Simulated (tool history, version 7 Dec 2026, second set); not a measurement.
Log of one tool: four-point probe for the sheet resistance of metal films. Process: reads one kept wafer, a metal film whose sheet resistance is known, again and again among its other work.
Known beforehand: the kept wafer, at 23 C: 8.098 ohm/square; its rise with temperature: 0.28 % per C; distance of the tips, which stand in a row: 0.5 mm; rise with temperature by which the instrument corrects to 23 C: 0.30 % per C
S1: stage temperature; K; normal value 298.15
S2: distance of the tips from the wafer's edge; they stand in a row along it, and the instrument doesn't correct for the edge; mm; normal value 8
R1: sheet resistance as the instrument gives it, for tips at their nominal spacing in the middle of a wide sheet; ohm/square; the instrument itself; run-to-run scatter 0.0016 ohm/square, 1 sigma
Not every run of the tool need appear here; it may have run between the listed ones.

run 1 hour=0.0 | S1=298.15 S2=8 | R1=8.065100
run 2 hour=14.3 | S1=298.15 S2=8 | R1=8.067852
run 3 hour=25.2 | S1=298.15 S2=43 | R1=8.052018
run 4 hour=36.0 | S1=298.15 S2=43 | R1=8.051275
run 5 hour=49.4 | S1=298.15 S2=43 | R1=8.050473
run 6 hour=59.1 | S1=298.15 S2=43 | R1=8.052127
run 7 hour=77.4 | S1=298.15 S2=45 | R1=8.048418
run 8 hour=94.9 | S1=298.15 S2=45 | R1=8.052090
run 9 hour=105.8 | S1=298.15 S2=45 | R1=8.052018
run 10 hour=121.3 | S1=298.15 S2=53 | R1=8.049950
run 11 hour=137.5 | S1=298.15 S2=3 | R1=8.169430
run 12 hour=146.9 | S1=298.15 S2=3 | R1=8.171474
run 13 hour=164.7 | S1=298.15 S2=3 | R1=8.171956
run 14 hour=178.0 | S1=298.15 S2=8 | R1=8.066049
run 15 hour=196.0 | S1=298.15 S2=8 | R1=8.070053
run 16 hour=206.4 | S1=293.15 S2=8 | R1=8.081028
run 17 hour=216.8 | S1=293.15 S2=8 | R1=8.083578
run 18 hour=226.5 | S1=293.15 S2=8 | R1=8.078513
run 19 hour=238.8 | S1=293.15 S2=8 | R1=8.081702
run 20 hour=252.6 | S1=295.15 S2=8 | R1=8.074747
run 21 hour=263.9 | S1=295.15 S2=8 | R1=8.079839
run 22 hour=277.1 | S1=300.15 S2=15 | R1=8.055125
run 23 hour=288.6 | S1=299.15 S2=5 | R1=8.097320
run 24 hour=306.1 | S1=299.15 S2=5 | R1=8.098119
run 25 hour=317.7 | S1=307.15 S2=56 | R1=8.042704
run 26 hour=335.1 | S1=307.15 S2=56 | R1=8.040457
run 27 hour=348.9 | S1=297.15 S2=49 | R1=8.060600
run 28 hour=363.5 | S1=302.15 S2=15 | R1=8.056245
run 29 hour=379.7 | S1=301.15 S2=6 | R1=8.083552
run 30 hour=393.3 | S1=301.15 S2=50 | R1=8.057282
run 31 hour=405.8 | S1=301.15 S2=50 | R1=8.055772
run 32 hour=415.8 | S1=301.15 S2=50 | R1=8.053408
run 33 hour=430.9 | S1=300.15 S2=46 | R1=8.057945
run 34 hour=446.2 | S1=298.15 S2=8 | R1=8.080174
run 35 hour=456.1 | S1=292.15 S2=39 | R1=8.072475
run 36 hour=464.7 | S1=292.15 S2=39 | R1=8.072748
run 37 hour=481.2 | S1=299.15 S2=6 | R1=8.088856
run 38 hour=491.0 | S1=299.15 S2=6 | R1=8.088093
run 39 hour=499.4 | S1=299.15 S2=6 | R1=8.089834
run 40 hour=515.7 | S1=291.15 S2=29 | R1=8.079468
run 41 hour=523.5 | S1=305.15 S2=6 | R1=8.079410

Difference, measured minus no-hidden-state, one row per run. Run-to-run variation is common to both terms; the gauge's own scatter need not be:
The hidden state here: inner tips' distance over the nominal, %; tips' flats over new ones', %; wafer's true temperature over the reading, C; drift of the gauge itself on sheet_ohm, %.
run=1 R1=-0.046078
run=2 R1=-0.045698
run=3 R1=-0.045313
run=4 R1=-0.045037
run=5 R1=-0.044649
run=6 R1=-0.044368
run=7 R1=-0.043817
run=8 R1=-0.043327
run=9 R1=-0.043016
run=10 R1=-0.042518
run=11 R1=-0.042649
run=12 R1=-0.042384
run=13 R1=-0.041879
run=14 R1=-0.041025
run=15 R1=-0.040531
run=16 R1=-0.040332
run=17 R1=-0.040076
run=18 R1=-0.039766
run=19 R1=-0.039438
run=20 R1=-0.039004
run=21 R1=-0.038696
run=22 R1=-0.038212
run=23 R1=-0.038065
run=24 R1=-0.037569
run=25 R1=-0.037003
run=26 R1=-0.036503
run=27 R1=-0.036221
run=28 R1=-0.035800
run=29 R1=-0.035478
run=30 R1=-0.034978
run=31 R1=-0.034598
run=32 R1=-0.034301
run=33 R1=-0.033900
run=34 R1=-0.033571
run=35 R1=-0.033285
run=36 R1=-0.033046
run=37 R1=-0.032646
run=38 R1=-0.032364
run=39 R1=-0.032131
run=40 R1=-0.031631
run=41 R1=-0.031430

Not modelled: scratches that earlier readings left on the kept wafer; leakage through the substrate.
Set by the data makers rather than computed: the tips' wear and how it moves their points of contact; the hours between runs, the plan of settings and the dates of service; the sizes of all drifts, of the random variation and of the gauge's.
